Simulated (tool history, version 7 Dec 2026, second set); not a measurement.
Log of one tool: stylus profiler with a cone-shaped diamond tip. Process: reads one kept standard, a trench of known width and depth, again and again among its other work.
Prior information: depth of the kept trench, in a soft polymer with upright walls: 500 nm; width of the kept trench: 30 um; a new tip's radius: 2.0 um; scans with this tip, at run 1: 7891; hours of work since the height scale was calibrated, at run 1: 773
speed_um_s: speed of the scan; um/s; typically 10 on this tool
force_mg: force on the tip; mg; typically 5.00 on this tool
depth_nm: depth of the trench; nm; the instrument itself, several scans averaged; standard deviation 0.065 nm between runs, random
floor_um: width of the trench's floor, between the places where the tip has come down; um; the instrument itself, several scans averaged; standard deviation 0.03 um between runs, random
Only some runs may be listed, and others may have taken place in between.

run     day  speed_um_s  force_mg  scans with this tip  hours of work since the height scale was calibrated  depth_nm  floor_um
  1   0.000          10      5.00                 7891                                                  773    513.36     26.75
  2   1.550          10      5.00                 8108                                                  795    513.42     26.71
  3   3.992          10      6.49                 8450                                                  828    515.72     26.75
  4   5.167          10      2.00                 8615                                                  844    507.91     26.61
  5   7.246          16      5.00                 8906                                                  873    513.48     26.71
  6   9.067          16      9.11                 9161                                                  898    519.51     26.68
  7  11.638           6      5.00                 9522                                                  933    513.63     26.72
  8  12.950           6      5.00                 9706                                                  951    513.67     26.67
     14.012  -- height scale calibrated on a step standard
  9  14.588           6      5.00                 9932                                                    8    512.24     26.65
 10  16.371           6      5.00                10182                                                   32    512.29     26.65
 11  18.608           8      5.00                10496                                                   63    512.43     26.65
 12  20.125          10      5.00                10708                                                   84    512.47     26.61
 13  21.229          10      5.00                10863                                                   99    512.49     26.55
 14  22.425          10      6.44                11030                                                  116    514.62     26.61
 15  24.775          10      5.80                11360                                                  148    513.75     26.62
 16  27.179          10      2.75                11697                                                  181    508.58     26.48
 17  29.338          10      2.75                11999                                                  211    508.50     26.51
 18  30.625          10      6.02                12180                                                  228    514.19     26.53
 19  32.079          10      6.02                12384                                                  248    514.24     26.53
 20  34.617          16      2.14                12739                                                  283    507.41     26.43
 21  36.908          12      6.59                13061                                                  315    515.20     26.39
 22  39.196          12      6.59                13381                                                  346    515.31     26.45
 23  40.646          30      2.60                13585                                                  366    508.55     26.37
 24  41.767           5      4.02                13741                                                  381    511.25     26.42
 25  43.250          24      6.44                13949                                                  402    515.22     26.40
 26  45.362           3      1.93                14245                                                  431    507.17     26.42
 27  47.142           2      5.00                14495                                                  455    512.97     26.40
 28  49.279           2      5.00                14794                                                  484    513.14     26.33
 29  51.862          23      2.34                15157                                                  520    508.21     26.31
 30  53.738          12     10.41                15419                                                  546    520.95     26.32
 31  55.488          12     10.41                15664                                                  570    520.88     26.34
 32  56.921          15      2.62                15865                                                  589    508.90     26.27
 33  59.317          15      2.62                16201                                                  622    508.78     26.32
 34  60.562          15      2.62                16375                                                  639    508.92     26.25
 35  62.367           9      3.26                16629                                                  664    510.29     26.29
 36  64.054          21      2.52                16865                                                  687    508.68     26.18
 37  66.567          20     13.73                17217                                                  722    525.17     26.21

The logged runs with the hidden state left out (each run's random variation unchanged):
Hidden state at play: radius of the tip, um; height scale over the true one, %; drift of the gauge itself on depth_nm, %; drift of the gauge itself on floor_um, %.
run  depth_nm  floor_um
  1    512.22     27.32
  2    512.25     27.29
  3    514.49     27.35
  4    506.68     27.21
  5    512.19     27.34
  6    518.17     27.32
  7    512.25     27.39
  8    512.27     27.34
  9    512.11     27.34
 10    512.12     27.36
 11    512.23     27.37
 12    512.23     27.34
 13    512.23     27.30
 14    514.34     27.36
 15    513.42     27.40
 16    508.20     27.27
 17    508.07     27.32
 18    513.74     27.36
 19    513.76     27.36
 20    506.88     27.28
 21    514.61     27.27
 22    514.67     27.35
 23    507.89     27.27
 24    510.56     27.33
 25    514.50     27.32
 26    506.42     27.36
 27    512.17     27.36
 28    512.30     27.30
 29    507.31     27.30
 30    519.98     27.33
 31    519.88     27.36
 32    507.90     27.30
 33    507.72     27.37
 34    507.83     27.31
 35    509.17     27.37
 36    507.53     27.27
 37    523.92     27.32
